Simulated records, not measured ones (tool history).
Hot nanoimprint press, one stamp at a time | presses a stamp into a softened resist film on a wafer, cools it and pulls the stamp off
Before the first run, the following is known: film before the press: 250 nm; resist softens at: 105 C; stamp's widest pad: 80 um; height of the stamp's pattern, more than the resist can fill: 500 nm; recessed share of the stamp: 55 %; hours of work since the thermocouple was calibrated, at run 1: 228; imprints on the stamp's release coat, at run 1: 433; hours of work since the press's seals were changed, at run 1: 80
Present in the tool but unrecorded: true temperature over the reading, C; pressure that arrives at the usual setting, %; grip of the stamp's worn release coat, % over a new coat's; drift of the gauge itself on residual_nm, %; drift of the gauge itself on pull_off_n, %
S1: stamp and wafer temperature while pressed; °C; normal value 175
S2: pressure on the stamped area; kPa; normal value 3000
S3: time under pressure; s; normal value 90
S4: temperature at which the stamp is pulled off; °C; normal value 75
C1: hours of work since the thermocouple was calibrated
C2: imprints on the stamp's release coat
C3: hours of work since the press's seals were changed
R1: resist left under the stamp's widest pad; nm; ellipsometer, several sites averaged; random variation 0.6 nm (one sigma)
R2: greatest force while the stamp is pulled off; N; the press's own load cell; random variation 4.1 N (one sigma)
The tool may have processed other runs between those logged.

run 1 hour=0.0 | S1=175 S2=3000 S3=90 S4=75 | C1=228 C2=433 C3=80 | R1=139.2 R2=221
run 2 hour=9.7 | S1=175 S2=3000 S3=90 S4=75 | C1=232 C2=459 C3=85 | R1=140.0 R2=227
run 3 hour=21.7 | S1=175 S2=3000 S3=90 S4=75 | C1=239 C2=493 C3=91 | R1=140.3 R2=233
run 4 hour=29.2 | S1=175 S2=3000 S3=90 S4=75 | C1=242 C2=513 C3=95 | R1=140.8 R2=232
run 5 hour=38.9 | S1=175 S2=3000 S3=90 S4=75 | C1=247 C2=540 C3=100 | R1=139.5 R2=237
run 6 hour=45.2 | S1=175 S2=3000 S3=49 S4=75 | C1=251 C2=557 C3=103 | R1=166.0 R2=234
run 7 hour=56.2 | S1=175 S2=3000 S3=49 S4=75 | C1=256 C2=588 C3=109 | R1=166.1 R2=225
run 8 hour=62.3 | S1=175 S2=3000 S3=90 S4=75 | C1=259 C2=604 C3=112 | R1=140.1 R2=234
run 9 hour=75.2 | S1=174 S2=3000 S3=90 S4=75 | C1=266 C2=640 C3=118 | R1=142.5 R2=240
run 10 hour=82.3 | S1=174 S2=3000 S3=90 S4=71 | C1=269 C2=659 C3=122 | R1=144.0 R2=243
-- hour=89.2 stamp cleaned and given a new release coat
run 11 hour=96.5 | S1=175 S2=3000 S3=90 S4=75 | C1=274 C2=20 C3=126 | R1=139.4 R2=199
run 12 hour=108.2 | S1=177 S2=3000 S3=90 S4=75 | C1=280 C2=52 C3=132 | R1=134.3 R2=201
run 13 hour=115.9 | S1=181 S2=4310 S3=121 S4=77 | C1=283 C2=73 C3=136 | R1=90.2 R2=204
run 14 hour=123.8 | S1=180 S2=4310 S3=55 S4=77 | C1=287 C2=95 C3=140 | R1=123.4 R2=210
run 15 hour=133.1 | S1=180 S2=4310 S3=55 S4=77 | C1=292 C2=121 C3=145 | R1=124.5 R2=206
run 16 hour=143.5 | S1=172 S2=4310 S3=164 S4=77 | C1=297 C2=149 C3=150 | R1=105.0 R2=207
run 17 hour=156.8 | S1=182 S2=2690 S3=58 S4=73 | C1=304 C2=186 C3=157 | R1=143.7 R2=218
run 18 hour=169.0 | S1=182 S2=2690 S3=58 S4=73 | C1=310 C2=219 C3=163 | R1=143.2 R2=212
run 19 hour=175.7 | S1=172 S2=2140 S3=112 S4=80 | C1=314 C2=238 C3=166 | R1=160.9 R2=202
run 20 hour=185.4 | S1=175 S2=4150 S3=90 S4=75 | C1=319 C2=264 C3=171 | R1=121.5 R2=216
run 21 hour=196.8 | S1=171 S2=4600 S3=84 S4=79 | C1=325 C2=296 C3=177 | R1=131.8 R2=207

Branching from run 21: 3 alternative next runs. What would each branch give?
run A hour=207.0 | S1=179 S2=3000 S3=90 S4=67 | C1=330 C2=324 C3=182 | R1=? R2=?
run B hour=207.0 | S1=164 S2=4060 S3=84 S4=80 | C1=330 C2=324 C3=182 | R1=? R2=?
run C hour=207.0 | S1=175 S2=2950 S3=90 S4=62 | C1=330 C2=324 C3=182 | R1=? R2=?

run=A R1=127.8 R2=239
run=B R1=166.4 R2=210
run=C R1=141.0 R2=248
The same runs, with their run-to-run variation unchanged, on a tool lacking any hidden condition would have given:
run=A R1=125.2 R2=216
run=B R1=163.0 R2=189
run=C R1=138.1 R2=225

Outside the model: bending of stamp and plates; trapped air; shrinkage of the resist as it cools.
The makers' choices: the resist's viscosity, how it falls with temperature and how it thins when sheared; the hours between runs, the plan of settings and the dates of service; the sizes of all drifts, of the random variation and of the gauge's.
